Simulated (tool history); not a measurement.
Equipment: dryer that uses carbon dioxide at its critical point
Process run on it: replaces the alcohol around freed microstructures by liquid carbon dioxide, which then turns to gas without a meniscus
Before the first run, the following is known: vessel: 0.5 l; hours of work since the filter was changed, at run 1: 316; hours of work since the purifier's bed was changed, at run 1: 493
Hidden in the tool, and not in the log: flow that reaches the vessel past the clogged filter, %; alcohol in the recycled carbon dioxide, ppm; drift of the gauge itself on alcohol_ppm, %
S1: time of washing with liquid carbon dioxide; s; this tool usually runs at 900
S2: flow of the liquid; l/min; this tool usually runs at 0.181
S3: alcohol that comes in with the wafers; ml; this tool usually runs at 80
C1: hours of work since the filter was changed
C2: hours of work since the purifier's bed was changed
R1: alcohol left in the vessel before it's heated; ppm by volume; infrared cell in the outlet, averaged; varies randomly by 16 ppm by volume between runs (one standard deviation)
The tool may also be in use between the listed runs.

| run | hour | S1 | S2 | S3 | C1 | C2 | R1 |
|---|---|---|---|---|---|---|---|
| 1 | 0 | 900 | 0.181 | 80 | 316 | 493 | 1585 |
| 2 | 23.7 | 840 | 0.181 | 80 | 334 | 511 | 2202 |
|  | 30.7 | inlet filter changed |
| 3 | 45.5 | 1380 | 0.181 | 80 | 11 | 527 | 209 |
| 4 | 67.4 | 1380 | 0.181 | 80 | 27 | 543 | 217 |
| 5 | 90.8 | 1380 | 0.181 | 90 | 45 | 560 | 228 |
| 6 | 119.6 | 900 | 0.181 | 80 | 66 | 582 | 1329 |
| 7 | 149 | 900 | 0.181 | 80 | 88 | 604 | 1355 |
| 8 | 188.3 | 900 | 0.181 | 31 | 117 | 633 | 630 |
| 9 | 215 | 900 | 0.181 | 31 | 137 | 653 | 640 |
| 10 | 249.6 | 900 | 0.181 | 31 | 163 | 679 | 648 |
| 11 | 269 | 900 | 0.181 | 66 | 177 | 693 | 1252 |
| 12 | 303 | 900 | 0.181 | 66 | 203 | 718 | 1274 |
| 13 | 336 | 900 | 0.181 | 66 | 227 | 743 | 1285 |
| 14 | 362.1 | 900 | 0.181 | 103 | 247 | 762 | 1978 |
| 15 | 387.9 | 900 | 0.258 | 80 | 266 | 782 | 415 |
| 16 | 421.6 | 1260 | 0.181 | 80 | 291 | 807 | 421 |
| 17 | 458.2 | 1260 | 0.181 | 80 | 318 | 834 | 429 |
|  | 482.4 | inlet filter changed |
| 18 | 496.5 | 1260 | 0.181 | 80 | 11 | 862 | 360 |
| 19 | 538.2 | 1260 | 0.181 | 80 | 42 | 893 | 365 |
| 20 | 559.9 | 960 | 0.181 | 80 | 58 | 909 | 1027 |
| 21 | 585.6 | 960 | 0.181 | 91 | 77 | 928 | 1161 |
| 22 | 620.2 | 900 | 0.165 | 80 | 103 | 954 | 2043 |
| 23 | 658.9 | 900 | 0.165 | 20 | 131 | 983 | 723 |
| 24 | 693.6 | 660 | 0.159 | 80 | 157 | 1008 | 7033 |
| 25 | 716.9 | 1260 | 0.159 | 72 | 175 | 1026 | 584 |
| 26 | 745.9 | 1260 | 0.159 | 72 | 196 | 1047 | 625 |
| 27 | 775.7 | 1020 | 0.194 | 76 | 218 | 1070 | 733 |
| 28 | 801.2 | 1020 | 0.194 | 76 | 237 | 1089 | 749 |
| 29 | 827.6 | 960 | 0.173 | 64 | 257 | 1108 | 1225 |
| 30 | 869.1 | 960 | 0.111 | 64 | 288 | 1139 | 5476 |
| 31 | 887.2 | 960 | 0.111 | 64 | 302 | 1153 | 5656 |
| 32 | 904.8 | 1020 | 0.184 | 64 | 315 | 1166 | 834 |
|  | 911.8 | purifier's bed changed |
| 33 | 928.5 | 900 | 0.186 | 32 | 330 | 12 | 508 |
|  | 937 | inlet filter changed |
| 34 | 954.6 | 900 | 0.186 | 32 | 13 | 31 | 392 |
| 35 | 997.8 | 900 | 0.214 | 32 | 45 | 63 | 198 |
| 36 | 1028.2 | 1200 | 0.181 | 47 | 68 | 86 | 158 |
| 37 | 1052.3 | 720 | 0.181 | 34 | 86 | 104 | 1356 |
| 38 | 1095 | 1260 | 0.177 | 80 | 118 | 136 | 216 |
| 39 | 1114 | 1260 | 0.177 | 80 | 132 | 150 | 230 |
| 40 | 1154.9 | 1080 | 0.218 | 80 | 162 | 180 | 198 |
| 41 | 1175.9 | 1080 | 0.274 | 55 | 178 | 196 | 68 |
| 42 | 1200.2 | 840 | 0.274 | 55 | 196 | 214 | 197 |
| 43 | 1242.9 | 840 | 0.199 | 58 | 228 | 246 | 905 |
| 44 | 1276.6 | 1140 | 0.181 | 67 | 253 | 271 | 389 |
| 45 | 1297.8 | 660 | 0.181 | 80 | 269 | 287 | 4816 |
| 46 | 1337 | 840 | 0.11 | 101 | 298 | 316 | 12721 |

Alternative continuations, all from the tool just after run 46; predict every row:
| A | 1364.9 | 1440 | 0.27 | 25 | 319 | 337 | ? |
| B | 1364.9 | 1440 | 0.177 | 117 | 319 | 337 | ? |
| C | 1364.9 | 840 | 0.29 | 23 | 319 | 337 | ? |
| D | 1364.9 | 540 | 0.181 | 80 | 319 | 337 | ? |

| run | R1 |
|---|---|
| A | 96 |
| B | 236 |
| C | 144 |
| D | 9404 |
With no hidden state in the tool, these same runs would have given:
| run | R1 |
|---|---|
| A | 11 |
| B | 96 |
| C | 42 |
| D | 7757 |
